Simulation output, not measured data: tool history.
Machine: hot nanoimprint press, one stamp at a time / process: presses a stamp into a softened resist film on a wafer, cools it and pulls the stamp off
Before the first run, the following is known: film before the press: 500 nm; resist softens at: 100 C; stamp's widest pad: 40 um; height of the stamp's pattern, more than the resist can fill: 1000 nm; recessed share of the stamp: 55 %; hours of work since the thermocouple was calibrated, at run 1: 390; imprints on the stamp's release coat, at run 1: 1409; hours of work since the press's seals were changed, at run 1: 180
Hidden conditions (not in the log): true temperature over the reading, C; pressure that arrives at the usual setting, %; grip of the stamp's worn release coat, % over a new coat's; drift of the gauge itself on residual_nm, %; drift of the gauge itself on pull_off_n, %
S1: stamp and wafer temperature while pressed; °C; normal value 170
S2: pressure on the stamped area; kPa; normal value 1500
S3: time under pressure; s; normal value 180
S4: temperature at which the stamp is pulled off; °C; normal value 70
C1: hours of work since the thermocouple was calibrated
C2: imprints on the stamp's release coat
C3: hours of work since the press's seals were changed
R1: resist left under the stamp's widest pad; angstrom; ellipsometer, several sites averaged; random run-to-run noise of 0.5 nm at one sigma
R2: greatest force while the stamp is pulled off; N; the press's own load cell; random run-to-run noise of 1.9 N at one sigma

{"run": 1, "hour": 0.0, "S1": 170, "S2": 1500, "S3": 180, "S4": 70, "C1": 390, "C2": 1409, "C3": 180, "R1": 2616, "R2": 147}
{"run": 2, "hour": 11.6, "S1": 170, "S2": 1500, "S3": 180, "S4": 70, "C1": 396, "C2": 1447, "C3": 186, "R1": 2614, "R2": 153}
{"run": 3, "hour": 22.8, "S1": 170, "S2": 1500, "S3": 180, "S4": 70, "C1": 402, "C2": 1482, "C3": 192, "R1": 2623, "R2": 150}
{"run": 4, "hour": 31.5, "S1": 170, "S2": 1500, "S3": 307, "S4": 70, "C1": 406, "C2": 1510, "C3": 196, "R1": 2165, "R2": 150}
{"hour": 38.8, "done": "stamp cleaned and given a new release coat"}
{"run": 5, "hour": 53.3, "S1": 170, "S2": 1870, "S3": 307, "S4": 70, "C1": 415, "C2": 46, "C3": 205, "R1": 1938, "R2": 107}
{"run": 6, "hour": 60.8, "S1": 163, "S2": 1500, "S3": 180, "S4": 70, "C1": 419, "C2": 70, "C3": 209, "R1": 3362, "R2": 110}
{"run": 7, "hour": 69.9, "S1": 163, "S2": 1500, "S3": 180, "S4": 70, "C1": 423, "C2": 99, "C3": 214, "R1": 3339, "R2": 105}
{"run": 8, "hour": 78.3, "S1": 178, "S2": 1500, "S3": 180, "S4": 70, "C1": 428, "C2": 126, "C3": 218, "R1": 1914, "R2": 115}
{"run": 9, "hour": 86.8, "S1": 178, "S2": 1500, "S3": 136, "S4": 70, "C1": 432, "C2": 153, "C3": 222, "R1": 2135, "R2": 110}
{"run": 10, "hour": 98.4, "S1": 178, "S2": 1500, "S3": 136, "S4": 62, "C1": 438, "C2": 190, "C3": 229, "R1": 2130, "R2": 139}
{"run": 11, "hour": 111.1, "S1": 178, "S2": 1500, "S3": 136, "S4": 62, "C1": 445, "C2": 231, "C3": 235, "R1": 2131, "R2": 141}
{"run": 12, "hour": 127.6, "S1": 178, "S2": 1500, "S3": 136, "S4": 62, "C1": 454, "C2": 283, "C3": 244, "R1": 2128, "R2": 137}
{"run": 13, "hour": 143.6, "S1": 170, "S2": 1500, "S3": 180, "S4": 70, "C1": 462, "C2": 334, "C3": 252, "R1": 2603, "R2": 113}
{"run": 14, "hour": 158.7, "S1": 170, "S2": 1500, "S3": 180, "S4": 70, "C1": 470, "C2": 383, "C3": 260, "R1": 2598, "R2": 117}
{"run": 15, "hour": 173.9, "S1": 170, "S2": 1500, "S3": 180, "S4": 70, "C1": 478, "C2": 431, "C3": 268, "R1": 2596, "R2": 115}
{"run": 16, "hour": 191.8, "S1": 167, "S2": 1630, "S3": 114, "S4": 67, "C1": 488, "C2": 488, "C3": 278, "R1": 3211, "R2": 129}
{"run": 17, "hour": 201.8, "S1": 162, "S2": 2240, "S3": 229, "S4": 75, "C1": 493, "C2": 520, "C3": 283, "R1": 2766, "R2": 106}
{"run": 18, "hour": 215.6, "S1": 162, "S2": 2240, "S3": 229, "S4": 75, "C1": 500, "C2": 564, "C3": 290, "R1": 2768, "R2": 104}
{"run": 19, "hour": 224.4, "S1": 170, "S2": 2170, "S3": 180, "S4": 68, "C1": 505, "C2": 592, "C3": 295, "R1": 2180, "R2": 129}
{"run": 20, "hour": 233.1, "S1": 170, "S2": 2170, "S3": 180, "S4": 68, "C1": 509, "C2": 620, "C3": 299, "R1": 2184, "R2": 131}
{"run": 21, "hour": 249.9, "S1": 181, "S2": 2280, "S3": 122, "S4": 58, "C1": 518, "C2": 673, "C3": 308, "R1": 1596, "R2": 164}
{"run": 22, "hour": 260.1, "S1": 170, "S2": 1760, "S3": 180, "S4": 63, "C1": 524, "C2": 706, "C3": 314, "R1": 2403, "R2": 149}
{"run": 23, "hour": 275.8, "S1": 175, "S2": 1690, "S3": 180, "S4": 72, "C1": 532, "C2": 756, "C3": 322, "R1": 2015, "R2": 121}
{"run": 24, "hour": 289.9, "S1": 177, "S2": 1500, "S3": 334, "S4": 70, "C1": 539, "C2": 801, "C3": 329, "R1": 1553, "R2": 128}
{"run": 25, "hour": 308.2, "S1": 159, "S2": 1080, "S3": 353, "S4": 68, "C1": 549, "C2": 859, "C3": 339, "R1": 3558, "R2": 139}
{"run": 26, "hour": 316.6, "S1": 159, "S2": 1500, "S3": 139, "S4": 68, "C1": 553, "C2": 886, "C3": 343, "R1": 3941, "R2": 137}
{"run": 27, "hour": 325.1, "S1": 169, "S2": 1630, "S3": 139, "S4": 68, "C1": 558, "C2": 913, "C3": 348, "R1": 2810, "R2": 141}
{"hour": 337.0, "done": "plate thermocouple calibrated"}
{"run": 28, "hour": 340.6, "S1": 170, "S2": 1500, "S3": 180, "S4": 61, "C1": 2, "C2": 953, "C3": 354, "R1": 2719, "R2": 170}
{"run": 29, "hour": 354.1, "S1": 168, "S2": 1500, "S3": 332, "S4": 70, "C1": 9, "C2": 996, "C3": 362, "R1": 2391, "R2": 141}

Measured result minus the same run's result without the hidden state. Both carry the same run-to-run variation, though not necessarily the same gauge scatter:
run=1 R1=-94 R2=+37
run=2 R1=-96 R2=+40
run=3 R1=-98 R2=+40
run=4 R1=-90 R2=+40
run=5 R1=-81 R2=-3
run=6 R1=-115 R2=-2
run=7 R1=-116 R2=-2
run=8 R1=-75 R2=-1
run=9 R1=-82 R2=+0
run=10 R1=-82 R2=+3
run=11 R1=-84 R2=+4
run=12 R1=-85 R2=+6
run=13 R1=-111 R2=+5
run=14 R1=-114 R2=+7
run=15 R1=-116 R2=+8
run=16 R1=-122 R2=+10
run=17 R1=-127 R2=+8
run=18 R1=-128 R2=+8
run=19 R1=-99 R2=+12
run=20 R1=-100 R2=+13
run=21 R1=-62 R2=+20
run=22 R1=-116 R2=+18
run=23 R1=-98 R2=+15
run=24 R1=-81 R2=+18
run=25 R1=-160 R2=+21
run=26 R1=-129 R2=+21
run=27 R1=-135 R2=+23
run=28 R1=+9 R2=+34
run=29 R1=+6 R2=+29

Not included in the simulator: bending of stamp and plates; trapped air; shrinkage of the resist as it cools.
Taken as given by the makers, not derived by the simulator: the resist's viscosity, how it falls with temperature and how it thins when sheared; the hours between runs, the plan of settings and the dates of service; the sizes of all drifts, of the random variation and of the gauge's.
